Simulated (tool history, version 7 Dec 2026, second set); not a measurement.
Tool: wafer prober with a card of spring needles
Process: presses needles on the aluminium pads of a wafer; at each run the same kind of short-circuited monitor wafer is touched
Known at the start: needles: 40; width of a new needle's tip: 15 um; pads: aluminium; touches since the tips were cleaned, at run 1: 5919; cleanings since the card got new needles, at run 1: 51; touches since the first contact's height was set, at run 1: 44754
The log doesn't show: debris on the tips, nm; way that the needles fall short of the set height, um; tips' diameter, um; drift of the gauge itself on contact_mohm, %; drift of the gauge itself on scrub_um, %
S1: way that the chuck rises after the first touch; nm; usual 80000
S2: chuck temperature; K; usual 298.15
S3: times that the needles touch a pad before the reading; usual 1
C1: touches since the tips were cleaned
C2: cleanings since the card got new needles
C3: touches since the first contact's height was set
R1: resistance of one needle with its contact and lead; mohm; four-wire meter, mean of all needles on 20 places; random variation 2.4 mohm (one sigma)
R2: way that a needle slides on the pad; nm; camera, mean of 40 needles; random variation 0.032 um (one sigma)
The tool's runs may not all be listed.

run	hour	S1	S2	S3	C1	C2	C3	R1	R2
1	0.0	80000	298.15	1	5919	51	44754	318	10220
# hour 1.2: tips cleaned on abrasive film
# hour 12.0: tips cleaned on abrasive film
2	12.0	80000	298.15	1	0	53	52500	280	10190
# hour 23.1: tips cleaned on abrasive film
# hour 34.5: tips cleaned on abrasive film
3	34.5	80000	298.15	1	0	55	67233	270	10200
# hour 46.1: tips cleaned on abrasive film
4	54.4	80000	298.15	1	5421	56	80228	321	10190
# hour 56.2: tips cleaned on abrasive film
# hour 67.4: tips cleaned on abrasive film
5	76.0	80000	298.15	1	5701	58	94371	318	10220
# hour 78.4: tips cleaned on abrasive film
# hour 88.7: tips cleaned on abrasive film
6	90.9	80000	346.15	1	1415	60	104016	310	10140
# hour 99.1: tips cleaned on abrasive film
# hour 110.0: tips cleaned on abrasive film
# hour 111.8: height of the first contact set anew
7	111.8	80000	346.15	1	1030	62	0	306	10370
# hour 121.7: tips cleaned on abrasive film
8	124.4	80000	346.15	1	1760	63	8199	308	10300
# hour 131.9: tips cleaned on abrasive film
# hour 143.1: tips cleaned on abrasive film
9	148.1	80000	379.15	1	3244	65	23672	325	10330
# hour 154.1: tips cleaned on abrasive film
10	159.6	80000	379.15	1	3642	66	31220	337	10220
# hour 164.2: tips cleaned on abrasive film
# hour 175.0: tips cleaned on abrasive film
11	180.7	80000	379.15	2	3756	68	44969	319	10230
# hour 185.4: tips cleaned on abrasive film
# hour 195.4: tips cleaned on abrasive film
12	195.4	80000	379.15	2	0	70	54500	302	10230
# hour 205.5: tips cleaned on abrasive film
# hour 216.0: tips cleaned on abrasive film
13	216.0	80000	379.15	2	0	72	67928	300	10190
# hour 227.3: tips cleaned on abrasive film
14	234.8	80000	298.15	1	4946	73	80264	312	10170
# hour 238.3: tips cleaned on abrasive film
# hour 248.6: tips cleaned on abrasive film
15	250.2	80000	298.15	1	1096	75	90292	290	10170
# hour 259.1: tips cleaned on abrasive film
# hour 270.0: tips cleaned on abrasive film
16	273.2	83000	303.15	1	2116	77	105302	304	10460
# hour 281.5: tips cleaned on abrasive film
17	286.5	83000	303.15	1	3329	78	113994	309	10540
# hour 291.3: height of the first contact set anew
# hour 293.6: tips cleaned on abrasive film
# hour 303.9: tips cleaned on abrasive film
18	305.8	83000	303.15	1	1211	80	9399	295	10740
# hour 314.1: tips cleaned on abrasive film
# hour 324.6: tips cleaned on abrasive film
19	330.4	99000	384.15	1	3798	82	25481	324	12720
# hour 336.3: tips cleaned on abrasive film
20	343.5	64000	301.15	1	4750	83	34065	348	8180
# hour 347.3: tips cleaned on abrasive film
21	355.2	91000	301.15	1	5165	84	41677	310	11700
# hour 359.1: tips cleaned on abrasive film
# hour 371.2: tips cleaned on abrasive film
22	373.1	82000	299.15	1	1266	86	53352	286	10500
# hour 381.4: tips cleaned on abrasive film
# hour 392.2: tips cleaned on abrasive film
23	396.0	98000	366.15	1	2443	88	68273	313	12560
# hour 404.2: tips cleaned on abrasive film
24	413.2	80000	325.15	3	5921	89	79554	301	10140
# hour 415.4: tips cleaned on abrasive film
25	423.2	80000	325.15	3	5138	90	86057	293	10200
# hour 426.3: tips cleaned on abrasive film
# hour 437.2: tips cleaned on abrasive film
26	445.0	80000	298.15	3	5103	92	100297	291	10130
# hour 449.0: tips cleaned on abrasive film
# hour 459.0: tips cleaned on abrasive film
27	459.6	80000	298.15	3	390	94	109810	277	10130
# hour 469.7: tips cleaned on abrasive film
28	469.7	80000	298.15	3	0	95	116382	278	10140
# hour 472.0: height of the first contact set anew
# hour 480.3: tips cleaned on abrasive film
29	481.7	89000	298.15	2	949	96	6344	283	11500
# hour 491.0: tips cleaned on abrasive film
# hour 501.4: tips cleaned on abrasive film
30	506.4	89000	354.15	2	3308	98	22460	308	11480

4 ways to go on from here, each from the tool as it stands after run 30. What would each give?
# hour 512.8: tips cleaned on abrasive film
# hour 523.1: tips cleaned on abrasive film
A	523.1	97000	298.15	1	0	100	33351	?	?
# hour 512.8: tips cleaned on abrasive film
# hour 523.1: tips cleaned on abrasive film
B	523.1	69000	320.15	1	0	100	33351	?	?
# hour 512.8: tips cleaned on abrasive film
# hour 523.1: tips cleaned on abrasive film
C	523.1	80000	298.15	2	0	100	33351	?	?
# hour 512.8: tips cleaned on abrasive film
# hour 523.1: tips cleaned on abrasive film
D	523.1	68000	298.15	1	0	100	33351	?	?

run	R1	R2
A	274	12480
B	286	8870
C	278	10250
D	280	8750
Without the tool's hidden state the same runs would have given:
run	R1	R2
A	269	12540
B	277	8930
C	273	10320
D	271	8820

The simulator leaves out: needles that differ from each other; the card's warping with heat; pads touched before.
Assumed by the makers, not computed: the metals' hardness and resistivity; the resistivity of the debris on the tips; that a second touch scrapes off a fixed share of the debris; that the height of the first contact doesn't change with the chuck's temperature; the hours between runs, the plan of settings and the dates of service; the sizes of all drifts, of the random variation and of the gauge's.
